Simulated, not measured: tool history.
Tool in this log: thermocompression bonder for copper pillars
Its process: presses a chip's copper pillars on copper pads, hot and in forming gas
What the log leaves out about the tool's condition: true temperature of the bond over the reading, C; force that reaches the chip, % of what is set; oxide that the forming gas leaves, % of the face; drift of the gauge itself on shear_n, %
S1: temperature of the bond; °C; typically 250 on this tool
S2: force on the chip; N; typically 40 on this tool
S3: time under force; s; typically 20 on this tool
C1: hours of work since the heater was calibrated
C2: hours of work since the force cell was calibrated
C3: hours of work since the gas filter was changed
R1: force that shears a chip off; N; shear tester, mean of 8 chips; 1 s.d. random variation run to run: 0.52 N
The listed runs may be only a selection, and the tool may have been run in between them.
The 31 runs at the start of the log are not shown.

run 32 hour=265.8 | S1=243 S2=31 S3=21 | C1=312 C2=60 C3=37 | R1=25.4
run 33 hour=274.4 | S1=243 S2=34 S3=38 | C1=316 C2=65 C3=41 | R1=34.1
run 34 hour=281.5 | S1=232 S2=30 S3=14 | C1=320 C2=69 C3=45 | R1=16.0
run 35 hour=287.0 | S1=232 S2=25 S3=19 | C1=323 C2=72 C3=48 | R1=16.7
run 36 hour=293.9 | S1=265 S2=27 S3=20 | C1=327 C2=75 C3=52 | R1=33.7
run 37 hour=303.6 | S1=250 S2=40 S3=10 | C1=332 C2=81 C3=57 | R1=25.0
run 38 hour=315.7 | S1=250 S2=40 S3=10 | C1=339 C2=87 C3=64 | R1=25.7
run 39 hour=327.9 | S1=261 S2=40 S3=34 | C1=345 C2=94 C3=70 | R1=47.7

Alternative continuations, all from the tool just after run 39; predict every row:
run A hour=336.6 | S1=233 S2=40 S3=18 | C1=350 C2=99 C3=75 | R1=?
run B hour=336.6 | S1=247 S2=28 S3=24 | C1=350 C2=99 C3=75 | R1=?
run C hour=336.6 | S1=244 S2=56 S3=16 | C1=350 C2=99 C3=75 | R1=?
run D hour=336.6 | S1=260 S2=40 S3=20 | C1=350 C2=99 C3=75 | R1=?
run E hour=336.6 | S1=223 S2=40 S3=18 | C1=350 C2=99 C3=75 | R1=?

run=A R1=22.9
run=B R1=26.4
run=C R1=34.9
run=D R1=39.3
run=E R1=19.5
Take away the tool's hidden state, keep each run's random variation, and the runs would have read:
run=A R1=22.8
run=B R1=26.4
run=C R1=34.9
run=D R1=39.6
run=E R1=19.4
